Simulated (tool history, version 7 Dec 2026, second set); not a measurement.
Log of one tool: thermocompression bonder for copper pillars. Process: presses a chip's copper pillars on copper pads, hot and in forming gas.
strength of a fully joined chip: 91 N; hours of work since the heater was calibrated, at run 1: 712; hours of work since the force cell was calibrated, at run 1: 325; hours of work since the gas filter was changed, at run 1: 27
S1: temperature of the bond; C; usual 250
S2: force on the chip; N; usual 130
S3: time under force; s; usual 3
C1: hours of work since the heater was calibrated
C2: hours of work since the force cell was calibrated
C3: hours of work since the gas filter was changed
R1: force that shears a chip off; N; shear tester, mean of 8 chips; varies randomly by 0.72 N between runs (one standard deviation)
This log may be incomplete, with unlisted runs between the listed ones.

run,hour,S1,S2,S3,C1,C2,C3,R1
1,0,250,130,3,712,325,27,57.6
2,23.2,250,130,3,729,342,43,57.7
3,50.8,250,130,3,748,362,63,57.4
4,68.8,250,130,3,761,375,76,57.6
5,87.9,250,130,3,775,388,90,58.2
6,119.6,250,130,3,798,411,113,57.9
7,148.6,250,130,3,819,432,133,57.7
8,175.7,250,130,3,838,451,153,56.8
9,210,250,130,3,863,476,178,55.4
10,228.4,267,130,3,876,489,191,67.3
11,263.1,267,130,3,901,514,216,66
# hour 266.6: forming gas filter changed
12,287.3,250,130,3,918,531,15,60.3
13,326.1,250,130,3,946,559,43,60.4
14,360,250,130,3,970,583,67,58.7
# hour 366: heater calibrated with a thermocouple chip
15,389.3,234,130,3,17,603,87,53.7
16,425,234,130,3,42,629,112,53.8
17,457,234,130,3,65,652,135,53.9
18,475.6,250,130,3,79,665,149,61.9
19,496.7,250,130,3,94,680,164,62.5
20,518.9,250,98,2,110,696,180,45.7
21,539.1,265,130,3,124,711,194,70.7
# hour 551.1: heater calibrated with a thermocouple chip, once more
22,566,230,130,8,11,729,212,55.4
# hour 574.5: forming gas filter changed
23,593.5,230,130,8,30,748,14,57.6

Forecast run 24:
24,628.6,228,118,4,55,773,39,?

Run 24 produced R1 41.7 N.
Minus the tool's unlogged condition, the same run would have read R1 39.3 N.

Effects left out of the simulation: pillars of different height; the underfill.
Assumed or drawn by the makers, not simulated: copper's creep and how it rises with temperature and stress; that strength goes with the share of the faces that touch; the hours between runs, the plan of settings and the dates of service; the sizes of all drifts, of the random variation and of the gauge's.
